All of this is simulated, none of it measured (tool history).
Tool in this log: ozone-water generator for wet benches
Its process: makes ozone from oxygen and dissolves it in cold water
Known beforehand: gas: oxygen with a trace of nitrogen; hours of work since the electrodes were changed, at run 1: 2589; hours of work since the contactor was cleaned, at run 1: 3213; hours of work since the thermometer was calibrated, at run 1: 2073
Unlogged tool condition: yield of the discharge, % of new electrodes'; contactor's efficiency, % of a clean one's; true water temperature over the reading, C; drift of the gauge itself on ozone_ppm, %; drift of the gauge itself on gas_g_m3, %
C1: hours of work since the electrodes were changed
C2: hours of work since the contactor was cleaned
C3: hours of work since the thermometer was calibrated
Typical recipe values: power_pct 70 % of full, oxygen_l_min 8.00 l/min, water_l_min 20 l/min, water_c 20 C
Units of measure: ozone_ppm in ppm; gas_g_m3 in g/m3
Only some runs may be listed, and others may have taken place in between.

run 1 day=0.000 | power_pct=70 oxygen_l_min=8.00 water_l_min=20 water_c=20 | C1=2589 C2=3213 C3=2073 | ozone_ppm=20.0 gas_g_m3=168.9
run 2 day=4.533 | power_pct=70 oxygen_l_min=8.00 water_l_min=20 water_c=20 | C1=2666 C2=3290 C3=2150 | ozone_ppm=19.8 gas_g_m3=167.7
run 3 day=9.692 | power_pct=70 oxygen_l_min=8.00 water_l_min=20 water_c=20 | C1=2753 C2=3378 C3=2237 | ozone_ppm=20.3 gas_g_m3=167.9
-- day=13.779 contactor cleaned
run 4 day=14.717 | power_pct=70 oxygen_l_min=8.00 water_l_min=20 water_c=20 | C1=2836 C2=16 C3=2320 | ozone_ppm=20.4 gas_g_m3=169.1
run 5 day=18.238 | power_pct=70 oxygen_l_min=8.00 water_l_min=20 water_c=20 | C1=2895 C2=76 C3=2379 | ozone_ppm=20.1 gas_g_m3=165.9
run 6 day=20.708 | power_pct=70 oxygen_l_min=8.00 water_l_min=20 water_c=26 | C1=2937 C2=118 C3=2421 | ozone_ppm=18.1 gas_g_m3=166.6
run 7 day=25.183 | power_pct=70 oxygen_l_min=8.00 water_l_min=20 water_c=26 | C1=3013 C2=194 C3=2497 | ozone_ppm=18.2 gas_g_m3=166.4
run 8 day=28.583 | power_pct=70 oxygen_l_min=8.00 water_l_min=20 water_c=26 | C1=3071 C2=251 C3=2555 | ozone_ppm=18.2 gas_g_m3=165.6
run 9 day=34.225 | power_pct=70 oxygen_l_min=8.00 water_l_min=20 water_c=26 | C1=3167 C2=347 C3=2651 | ozone_ppm=17.9 gas_g_m3=163.4
-- day=37.046 water thermometer calibrated
run 10 day=39.112 | power_pct=70 oxygen_l_min=11.99 water_l_min=20 water_c=26 | C1=3250 C2=430 C3=35 | ozone_ppm=18.2 gas_g_m3=144.7
run 11 day=44.188 | power_pct=70 oxygen_l_min=11.99 water_l_min=20 water_c=26 | C1=3336 C2=516 C3=121 | ozone_ppm=17.7 gas_g_m3=143.1
run 12 day=47.321 | power_pct=70 oxygen_l_min=11.99 water_l_min=20 water_c=26 | C1=3389 C2=569 C3=174 | ozone_ppm=18.0 gas_g_m3=142.4
run 13 day=52.592 | power_pct=70 oxygen_l_min=11.99 water_l_min=20 water_c=26 | C1=3479 C2=659 C3=264 | ozone_ppm=17.5 gas_g_m3=140.8
run 14 day=56.467 | power_pct=70 oxygen_l_min=4.54 water_l_min=20 water_c=26 | C1=3544 C2=725 C3=330 | ozone_ppm=16.4 gas_g_m3=196.2
run 15 day=58.858 | power_pct=70 oxygen_l_min=4.54 water_l_min=20 water_c=26 | C1=3585 C2=765 C3=370 | ozone_ppm=16.3 gas_g_m3=195.0
run 16 day=63.012 | power_pct=70 oxygen_l_min=8.00 water_l_min=20 water_c=20 | C1=3655 C2=836 C3=441 | ozone_ppm=19.6 gas_g_m3=161.5
run 17 day=67.617 | power_pct=70 oxygen_l_min=8.00 water_l_min=20 water_c=23 | C1=3734 C2=914 C3=519 | ozone_ppm=18.5 gas_g_m3=160.1
run 18 day=71.571 | power_pct=70 oxygen_l_min=8.00 water_l_min=20 water_c=23 | C1=3801 C2=981 C3=586 | ozone_ppm=18.2 gas_g_m3=160.2
run 19 day=76.225 | power_pct=70 oxygen_l_min=8.00 water_l_min=20 water_c=23 | C1=3880 C2=1060 C3=665 | ozone_ppm=18.2 gas_g_m3=157.5
run 20 day=79.942 | power_pct=70 oxygen_l_min=8.00 water_l_min=20 water_c=13 | C1=3943 C2=1123 C3=728 | ozone_ppm=21.6 gas_g_m3=157.9
run 21 day=82.771 | power_pct=70 oxygen_l_min=8.00 water_l_min=20 water_c=13 | C1=3991 C2=1171 C3=776 | ozone_ppm=21.6 gas_g_m3=156.8
run 22 day=86.454 | power_pct=67 oxygen_l_min=4.36 water_l_min=32 water_c=16 | C1=4054 C2=1234 C3=839 | ozone_ppm=11.3 gas_g_m3=186.2
run 23 day=90.804 | power_pct=98 oxygen_l_min=9.41 water_l_min=14 water_c=21 | C1=4127 C2=1308 C3=913 | ozone_ppm=27.4 gas_g_m3=170.5
run 24 day=94.829 | power_pct=41 oxygen_l_min=5.22 water_l_min=14 water_c=21 | C1=4196 C2=1376 C3=981 | ozone_ppm=18.4 gas_g_m3=142.5
run 25 day=100.492 | power_pct=70 oxygen_l_min=12.07 water_l_min=20 water_c=20 | C1=4292 C2=1472 C3=1077 | ozone_ppm=19.1 gas_g_m3=134.9
run 26 day=105.467 | power_pct=95 oxygen_l_min=4.30 water_l_min=18 water_c=25 | C1=4376 C2=1557 C3=1162 | ozone_ppm=19.5 gas_g_m3=219.5
run 27 day=109.138 | power_pct=95 oxygen_l_min=4.30 water_l_min=18 water_c=25 | C1=4439 C2=1619 C3=1224 | ozone_ppm=19.4 gas_g_m3=216.9
run 28 day=111.488 | power_pct=70 oxygen_l_min=5.05 water_l_min=20 water_c=20 | C1=4479 C2=1659 C3=1264 | ozone_ppm=17.4 gas_g_m3=179.2
run 29 day=116.200 | power_pct=93 oxygen_l_min=5.80 water_l_min=20 water_c=20 | C1=4559 C2=1739 C3=1344 | ozone_ppm=20.2 gas_g_m3=193.3
run 30 day=121.621 | power_pct=93 oxygen_l_min=7.53 water_l_min=21 water_c=17 | C1=4651 C2=1831 C3=1436 | ozone_ppm=21.3 gas_g_m3=176.9
run 31 day=124.038 | power_pct=93 oxygen_l_min=7.53 water_l_min=16 water_c=16 | C1=4692 C2=1872 C3=1477 | ozone_ppm=26.0 gas_g_m3=176.4
run 32 day=127.342 | power_pct=70 oxygen_l_min=5.64 water_l_min=28 water_c=19 | C1=4748 C2=1928 C3=1533 | ozone_ppm=13.4 gas_g_m3=171.1

Measured result minus the same run's result without the hidden state. Both carry the same run-to-run variation, though not necessarily the same gauge scatter:
run=1 ozone_ppm=-3.7 gas_g_m3=-22.4
run=2 ozone_ppm=-3.8 gas_g_m3=-23.1
run=3 ozone_ppm=-3.9 gas_g_m3=-23.8
run=4 ozone_ppm=-3.2 gas_g_m3=-24.7
run=5 ozone_ppm=-3.3 gas_g_m3=-24.9
run=6 ozone_ppm=-3.0 gas_g_m3=-25.5
run=7 ozone_ppm=-3.1 gas_g_m3=-26.1
run=8 ozone_ppm=-3.1 gas_g_m3=-26.5
run=9 ozone_ppm=-3.3 gas_g_m3=-27.2
run=10 ozone_ppm=-3.2 gas_g_m3=-24.8
run=11 ozone_ppm=-3.4 gas_g_m3=-25.1
run=12 ozone_ppm=-3.4 gas_g_m3=-25.5
run=13 ozone_ppm=-3.5 gas_g_m3=-26.1
run=14 ozone_ppm=-3.3 gas_g_m3=-37.0
run=15 ozone_ppm=-3.4 gas_g_m3=-37.2
run=16 ozone_ppm=-4.1 gas_g_m3=-31.6
run=17 ozone_ppm=-4.0 gas_g_m3=-32.2
run=18 ozone_ppm=-4.1 gas_g_m3=-32.7
run=19 ozone_ppm=-4.2 gas_g_m3=-33.2
run=20 ozone_ppm=-5.1 gas_g_m3=-34.0
run=21 ozone_ppm=-5.2 gas_g_m3=-34.2
run=22 ozone_ppm=-2.7 gas_g_m3=-40.3
run=23 ozone_ppm=-7.9 gas_g_m3=-45.6
run=24 ozone_ppm=-3.3 gas_g_m3=-23.7
run=25 ozone_ppm=-5.0 gas_g_m3=-32.0
run=26 ozone_ppm=-6.1 gas_g_m3=-62.0
run=27 ozone_ppm=-6.2 gas_g_m3=-62.3
run=28 ozone_ppm=-4.8 gas_g_m3=-44.4
run=29 ozone_ppm=-6.5 gas_g_m3=-56.6
run=30 ozone_ppm=-7.1 gas_g_m3=-53.0
run=31 ozone_ppm=-8.7 gas_g_m3=-53.4
run=32 ozone_ppm=-4.0 gas_g_m3=-45.5
